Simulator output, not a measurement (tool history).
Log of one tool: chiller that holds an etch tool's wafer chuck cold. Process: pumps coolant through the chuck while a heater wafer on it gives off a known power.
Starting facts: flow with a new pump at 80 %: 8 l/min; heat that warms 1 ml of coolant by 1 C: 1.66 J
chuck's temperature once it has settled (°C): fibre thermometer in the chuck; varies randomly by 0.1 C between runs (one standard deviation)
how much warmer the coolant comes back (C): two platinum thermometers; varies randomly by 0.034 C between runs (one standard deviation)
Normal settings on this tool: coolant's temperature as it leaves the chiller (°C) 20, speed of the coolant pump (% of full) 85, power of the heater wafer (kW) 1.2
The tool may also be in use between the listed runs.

run,hour,coolant's temperature as it leaves the chiller (°C),speed of the coolant pump (% of full),power of the heater wafer (kW),chuck's temperature once it has settled (°C),how much warmer the coolant comes back (C)
1,0,20,85,1.2,30.1,5.32
2,52.6,20,85,1.2,29.9,5.33
3,117.2,20,85,1.2,30.2,5.35
4,157.2,20,85,1.2,30.2,5.35
5,188.9,20,85,1.2,30.1,5.36
6,241,20,85,1.2,30,5.39
7,283,20,85,1.2,30.2,5.32
8,317.8,20,85,1.2,30.2,5.38
9,375.9,20,85,1.2,30,5.38
10,419.2,20,85,1.2,30.2,5.38
11,462.9,20,85,1.2,30.1,5.41
# hour 471.8: coolant pump overhauled
12,506,20,85,1.2,30.5,5.57
13,541.9,20,85,1.2,30.5,5.59
14,574.7,20,85,1.2,30.4,5.57
15,641.6,20,85,1.2,30.6,5.61
# hour 653.2: coolant pump overhauled, once more
16,716.7,20,85,1.2,29.7,5.14
17,774.7,23,70,1.312,35.5,6.84
18,837.9,29,92,1.588,41.4,6.2
19,877.1,29,92,1.588,41.4,6.2
20,940,29,92,1.588,41.4,6.23
# hour 969.9: coolant changed, channels flushed
21,997,29,92,1.588,40.6,6.22
22,1039.3,28,85,1.2,37.4,5.11
23,1111.4,28,72,1.2,38.7,6.1
24,1179.6,28,72,1.2,38.7,6.15
25,1242.9,28,72,1.2,38.7,6.13
26,1290.8,14,65,1.573,29.3,8.94
27,1353.3,14,65,1.573,29.2,8.98
28,1396.3,14,65,1.573,29.3,8.96
29,1429.4,20,79,1.2,30.2,5.57
30,1467.5,10,85,0.939,17.6,4.06
# hour 1504.2: chiller's thermometer calibrated
31,1504.2,14,94,0.939,20.8,3.61

Had the tool no unlogged condition, and each run kept its random variation, what would the results have been?
Unlogged tool condition in this case: heat passed by the chuck's channels, % of clean ones'; flow at a given pump speed, % of a new pump's; coolant's true temperature over the reading, C; drift of the gauge itself on chuck_c, C; drift of the gauge itself on warmer_back_c, C.
run,chuck's temperature once it has settled (°C),how much warmer the coolant comes back (C)
1,29.1,5.09
2,28.9,5.09
3,29.1,5.1
4,29.1,5.1
5,29,5.1
6,28.9,5.12
7,29,5.05
8,29,5.11
9,28.8,5.1
10,28.9,5.09
11,28.9,5.12
12,28.9,5.09
13,29,5.1
14,28.8,5.07
15,29,5.11
16,28.8,5.15
17,34.4,6.84
18,40.3,6.19
19,40.3,6.19
20,40.2,6.21
21,40.2,6.2
22,36.9,5.08
23,38.3,6.06
24,38.2,6.1
25,38.2,6.07
26,28.7,8.85
27,28.5,8.87
28,28.6,8.85
29,29.5,5.49
30,17.1,4
31,20.7,3.56

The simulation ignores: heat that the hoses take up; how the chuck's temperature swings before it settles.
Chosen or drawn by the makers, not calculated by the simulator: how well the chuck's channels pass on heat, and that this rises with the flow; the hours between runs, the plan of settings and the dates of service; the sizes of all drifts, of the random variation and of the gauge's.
